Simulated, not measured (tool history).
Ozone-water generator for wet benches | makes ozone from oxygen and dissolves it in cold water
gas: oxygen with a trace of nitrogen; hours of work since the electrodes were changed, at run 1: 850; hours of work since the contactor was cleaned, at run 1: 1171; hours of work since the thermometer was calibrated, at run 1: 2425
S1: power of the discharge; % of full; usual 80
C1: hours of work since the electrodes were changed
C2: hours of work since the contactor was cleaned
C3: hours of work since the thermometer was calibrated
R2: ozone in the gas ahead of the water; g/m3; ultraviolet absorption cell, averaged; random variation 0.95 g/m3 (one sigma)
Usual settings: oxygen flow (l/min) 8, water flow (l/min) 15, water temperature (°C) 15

{"run": 1, "hour": 0.0, "S1": 80, "oxygen flow (l/min)": 8, "water flow (l/min)": 15, "water temperature (°C)": 15, "C1": 850, "C2": 1171, "C3": 2425, "dissolved ozone (ppm)": 24.7, "R2": 158.4}
{"run": 2, "hour": 35.7, "S1": 80, "oxygen flow (l/min)": 8, "water flow (l/min)": 15, "water temperature (°C)": 15, "C1": 872, "C2": 1194, "C3": 2447, "dissolved ozone (ppm)": 24.7, "R2": 158.5}
{"run": 3, "hour": 65.1, "S1": 80, "oxygen flow (l/min)": 8, "water flow (l/min)": 12, "water temperature (°C)": 15, "C1": 891, "C2": 1212, "C3": 2466, "dissolved ozone (ppm)": 28.8, "R2": 156.7}
{"run": 4, "hour": 110.3, "S1": 80, "oxygen flow (l/min)": 8, "water flow (l/min)": 12, "water temperature (°C)": 15, "C1": 919, "C2": 1241, "C3": 2494, "dissolved ozone (ppm)": 28.6, "R2": 157.9}
{"run": 5, "hour": 134.5, "S1": 80, "oxygen flow (l/min)": 8, "water flow (l/min)": 12, "water temperature (°C)": 15, "C1": 934, "C2": 1256, "C3": 2509, "dissolved ozone (ppm)": 28.8, "R2": 157.5}
{"run": 6, "hour": 156.6, "S1": 80, "oxygen flow (l/min)": 8, "water flow (l/min)": 15, "water temperature (°C)": 15, "C1": 948, "C2": 1270, "C3": 2523, "dissolved ozone (ppm)": 24.8, "R2": 159.2}
{"run": 7, "hour": 193.3, "S1": 80, "oxygen flow (l/min)": 8, "water flow (l/min)": 15, "water temperature (°C)": 15, "C1": 971, "C2": 1293, "C3": 2547, "dissolved ozone (ppm)": 24.5, "R2": 156.8}
{"run": 8, "hour": 220.2, "S1": 80, "oxygen flow (l/min)": 8, "water flow (l/min)": 15, "water temperature (°C)": 15, "C1": 988, "C2": 1310, "C3": 2563, "dissolved ozone (ppm)": 24.4, "R2": 156.4}
{"run": 9, "hour": 249.1, "S1": 80, "oxygen flow (l/min)": 8, "water flow (l/min)": 15, "water temperature (°C)": 15, "C1": 1007, "C2": 1328, "C3": 2582, "dissolved ozone (ppm)": 24.6, "R2": 156.1}
{"hour": 255.0, "done": "contactor cleaned"}
{"run": 10, "hour": 289.0, "S1": 100, "oxygen flow (l/min)": 8, "water flow (l/min)": 15, "water temperature (°C)": 15, "C1": 1029, "C2": 21, "C3": 2604, "dissolved ozone (ppm)": 28.9, "R2": 187.3}
{"run": 11, "hour": 330.6, "S1": 80, "oxygen flow (l/min)": 8, "water flow (l/min)": 15, "water temperature (°C)": 15, "C1": 1055, "C2": 48, "C3": 2631, "dissolved ozone (ppm)": 24.6, "R2": 158}
{"run": 12, "hour": 372.2, "S1": 80, "oxygen flow (l/min)": 8, "water flow (l/min)": 15, "water temperature (°C)": 15, "C1": 1082, "C2": 74, "C3": 2657, "dissolved ozone (ppm)": 24.4, "R2": 157.1}
{"run": 13, "hour": 407.0, "S1": 80, "oxygen flow (l/min)": 8, "water flow (l/min)": 15, "water temperature (°C)": 15, "C1": 1104, "C2": 96, "C3": 2679, "dissolved ozone (ppm)": 24.3, "R2": 154.9}
{"hour": 429.5, "done": "contactor cleaned, once more"}
{"run": 14, "hour": 454.9, "S1": 80, "oxygen flow (l/min)": 8, "water flow (l/min)": 15, "water temperature (°C)": 15, "C1": 1131, "C2": 16, "C3": 2706, "dissolved ozone (ppm)": 24.4, "R2": 156.3}
{"run": 15, "hour": 502.1, "S1": 80, "oxygen flow (l/min)": 8, "water flow (l/min)": 15, "water temperature (°C)": 15, "C1": 1161, "C2": 46, "C3": 2736, "dissolved ozone (ppm)": 24.8, "R2": 157.1}
{"run": 16, "hour": 523.7, "S1": 80, "oxygen flow (l/min)": 8, "water flow (l/min)": 15, "water temperature (°C)": 15, "C1": 1175, "C2": 59, "C3": 2750, "dissolved ozone (ppm)": 24.2, "R2": 158.6}
{"run": 17, "hour": 569.3, "S1": 80, "oxygen flow (l/min)": 8, "water flow (l/min)": 15, "water temperature (°C)": 15, "C1": 1203, "C2": 88, "C3": 2779, "dissolved ozone (ppm)": 23.9, "R2": 155.8}
{"run": 18, "hour": 589.4, "S1": 51, "oxygen flow (l/min)": 8, "water flow (l/min)": 13, "water temperature (°C)": 22, "C1": 1216, "C2": 101, "C3": 2791, "dissolved ozone (ppm)": 16.7, "R2": 111.7}
{"run": 19, "hour": 614.4, "S1": 80, "oxygen flow (l/min)": 8, "water flow (l/min)": 15, "water temperature (°C)": 9, "C1": 1232, "C2": 117, "C3": 2807, "dissolved ozone (ppm)": 27, "R2": 157.4}
{"run": 20, "hour": 657.2, "S1": 40, "oxygen flow (l/min)": 8, "water flow (l/min)": 15, "water temperature (°C)": 9, "C1": 1259, "C2": 144, "C3": 2834, "dissolved ozone (ppm)": 16, "R2": 92.8}
{"run": 21, "hour": 690.1, "S1": 61, "oxygen flow (l/min)": 8.28, "water flow (l/min)": 14, "water temperature (°C)": 8, "C1": 1280, "C2": 164, "C3": 2855, "dissolved ozone (ppm)": 24.2, "R2": 126.4}
{"run": 22, "hour": 724.7, "S1": 61, "oxygen flow (l/min)": 8.28, "water flow (l/min)": 14, "water temperature (°C)": 8, "C1": 1301, "C2": 186, "C3": 2877, "dissolved ozone (ppm)": 23.8, "R2": 126.5}
{"run": 23, "hour": 745.7, "S1": 66, "oxygen flow (l/min)": 13.34, "water flow (l/min)": 19, "water temperature (°C)": 10, "C1": 1315, "C2": 199, "C3": 2890, "dissolved ozone (ppm)": 20.1, "R2": 114.8}
{"run": 24, "hour": 784.6, "S1": 75, "oxygen flow (l/min)": 7.66, "water flow (l/min)": 15, "water temperature (°C)": 11, "C1": 1339, "C2": 224, "C3": 2914, "dissolved ozone (ppm)": 25, "R2": 149.1}
{"run": 25, "hour": 818.6, "S1": 75, "oxygen flow (l/min)": 7.66, "water flow (l/min)": 15, "water temperature (°C)": 11, "C1": 1361, "C2": 245, "C3": 2936, "dissolved ozone (ppm)": 24.8, "R2": 150}
{"run": 26, "hour": 858.5, "S1": 80, "oxygen flow (l/min)": 8, "water flow (l/min)": 13, "water temperature (°C)": 15, "C1": 1386, "C2": 271, "C3": 2961, "dissolved ozone (ppm)": 27, "R2": 155.2}
{"run": 27, "hour": 885.6, "S1": 80, "oxygen flow (l/min)": 8, "water flow (l/min)": 13, "water temperature (°C)": 15, "C1": 1403, "C2": 288, "C3": 2978, "dissolved ozone (ppm)": 27, "R2": 156}
{"run": 28, "hour": 908.8, "S1": 80, "oxygen flow (l/min)": 8, "water flow (l/min)": 13, "water temperature (°C)": 9, "C1": 1417, "C2": 302, "C3": 2993, "dissolved ozone (ppm)": 30.2, "R2": 154.4}
{"run": 29, "hour": 935.3, "S1": 53, "oxygen flow (l/min)": 14.05, "water flow (l/min)": 15, "water temperature (°C)": 9, "C1": 1434, "C2": 319, "C3": 3009, "dissolved ozone (ppm)": 20.8, "R2": 98}
{"run": 30, "hour": 956.0, "S1": 43, "oxygen flow (l/min)": 4.99, "water flow (l/min)": 13, "water temperature (°C)": 14, "C1": 1447, "C2": 332, "C3": 3022, "dissolved ozone (ppm)": 16.1, "R2": 111.7}
{"run": 31, "hour": 996.2, "S1": 43, "oxygen flow (l/min)": 4.99, "water flow (l/min)": 9, "water temperature (°C)": 7, "C1": 1473, "C2": 357, "C3": 3048, "dissolved ozone (ppm)": 24.2, "R2": 112.7}
{"run": 32, "hour": 1034.0, "S1": 80, "oxygen flow (l/min)": 11.1, "water flow (l/min)": 23, "water temperature (°C)": 15, "C1": 1496, "C2": 381, "C3": 3071, "dissolved ozone (ppm)": 17.6, "R2": 140.1}

The same runs without the tool's hidden state, with the same run-to-run variation:
The hidden state here: yield of the discharge, % of new electrodes'; contactor's efficiency, % of a clean one's; true water temperature over the reading, C; drift of the gauge itself on ozone_ppm, %; drift of the gauge itself on gas_g_m3, %.
run=1 dissolved_ozone_(ppm)=25.6 R2=163
run=2 dissolved_ozone_(ppm)=25.7 R2=163.2
run=3 dissolved_ozone_(ppm)=29.8 R2=161.4
run=4 dissolved_ozone_(ppm)=29.7 R2=162.7
run=5 dissolved_ozone_(ppm)=30 R2=162.4
run=6 dissolved_ozone_(ppm)=25.8 R2=164.2
run=7 dissolved_ozone_(ppm)=25.6 R2=161.8
run=8 dissolved_ozone_(ppm)=25.5 R2=161.5
run=9 dissolved_ozone_(ppm)=25.6 R2=161.2
run=10 dissolved_ozone_(ppm)=30.4 R2=194.6
run=11 dissolved_ozone_(ppm)=25.7 R2=163.4
run=12 dissolved_ozone_(ppm)=25.6 R2=162.6
run=13 dissolved_ozone_(ppm)=25.5 R2=160.5
run=14 dissolved_ozone_(ppm)=25.5 R2=162
run=15 dissolved_ozone_(ppm)=25.9 R2=162.9
run=16 dissolved_ozone_(ppm)=25.3 R2=164.6
run=17 dissolved_ozone_(ppm)=25.1 R2=161.8
run=18 dissolved_ozone_(ppm)=17.2 R2=114.6
run=19 dissolved_ozone_(ppm)=28.3 R2=163.6
run=20 dissolved_ozone_(ppm)=16.5 R2=94.6
run=21 dissolved_ozone_(ppm)=25.2 R2=130.5
run=22 dissolved_ozone_(ppm)=24.7 R2=130.7
run=23 dissolved_ozone_(ppm)=21.1 R2=119
run=24 dissolved_ozone_(ppm)=26.3 R2=155.1
run=25 dissolved_ozone_(ppm)=26 R2=156.1
run=26 dissolved_ozone_(ppm)=28.4 R2=162
run=27 dissolved_ozone_(ppm)=28.4 R2=162.9
run=28 dissolved_ozone_(ppm)=31.8 R2=161.3
run=29 dissolved_ozone_(ppm)=21.6 R2=101
run=30 dissolved_ozone_(ppm)=16.7 R2=114.5
run=31 dissolved_ozone_(ppm)=25 R2=115.6
run=32 dissolved_ozone_(ppm)=18.6 R2=146.6
